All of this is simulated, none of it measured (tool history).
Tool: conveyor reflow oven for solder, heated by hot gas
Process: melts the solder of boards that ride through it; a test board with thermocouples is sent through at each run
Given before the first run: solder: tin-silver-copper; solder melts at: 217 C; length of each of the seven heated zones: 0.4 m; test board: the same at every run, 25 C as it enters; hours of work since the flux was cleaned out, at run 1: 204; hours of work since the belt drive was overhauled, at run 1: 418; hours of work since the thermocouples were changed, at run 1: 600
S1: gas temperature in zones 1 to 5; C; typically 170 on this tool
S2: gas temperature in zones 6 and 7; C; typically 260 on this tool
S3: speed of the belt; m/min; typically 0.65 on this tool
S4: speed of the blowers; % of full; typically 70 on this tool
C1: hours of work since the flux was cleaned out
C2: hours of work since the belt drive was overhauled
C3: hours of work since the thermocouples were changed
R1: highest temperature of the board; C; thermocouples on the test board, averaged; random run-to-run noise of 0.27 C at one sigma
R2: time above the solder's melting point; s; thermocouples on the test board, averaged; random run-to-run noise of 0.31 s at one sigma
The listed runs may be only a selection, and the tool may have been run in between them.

run,hour,S1,S2,S3,S4,C1,C2,C3,R1,R2
1,0,170,260,0.65,70,204,418,600,239.2,42
2,23.1,170,260,0.65,70,222,435,617,238.9,41.3
# hour 42.6: flux residue cleaned out of gas plates and filters
3,47.2,170,260,0.65,70,3,449,632,241.9,44.5
4,67.1,170,260,0.65,70,18,464,646,241.6,45.1
5,81.7,170,260,0.65,70,29,475,657,241.6,44.5
6,107.3,170,260,0.65,70,48,494,676,241,44.8
7,132.5,170,260,0.65,70,67,513,695,241.5,43.8
8,146,170,260,0.65,70,77,523,705,241,43.8
9,158.4,182,274,0.65,70,86,532,714,255.3,59.8
10,173.3,170,257,0.65,70,97,543,725,238.4,41.3
11,191,170,257,0.65,70,110,556,738,238.1,41.1
12,211.8,170,270,0.63,70,126,571,754,249.7,53.4
13,237.8,180,260,0.526,70,145,591,773,247.7,69
14,258.1,180,260,0.526,70,160,606,788,247.6,69.4
15,278,180,260,0.664,70,175,621,803,241,46.6

Predict each of these 5 candidate next runs independently; none follows another, all start after run 15:
A,292.1,180,260,0.59,75,185,631,813,?,?
B,292.1,178,260,0.65,70,185,631,813,?,?
C,292.1,167,260,0.65,70,185,631,813,?,?
D,292.1,180,260,0.635,75,185,631,813,?,?
E,292.1,170,260,0.726,82,185,631,813,?,?

run,R1,R2
A,245.9,58.2
B,241.2,47.5
C,239,40.4
D,243.8,52.1
E,238.7,37.2
Without the tool's unlogged condition, the same runs would have read:
run,R1,R2
A,248.7,60.9
B,244.2,50.8
C,242.2,44.1
D,246.7,55
E,242.2,40.9
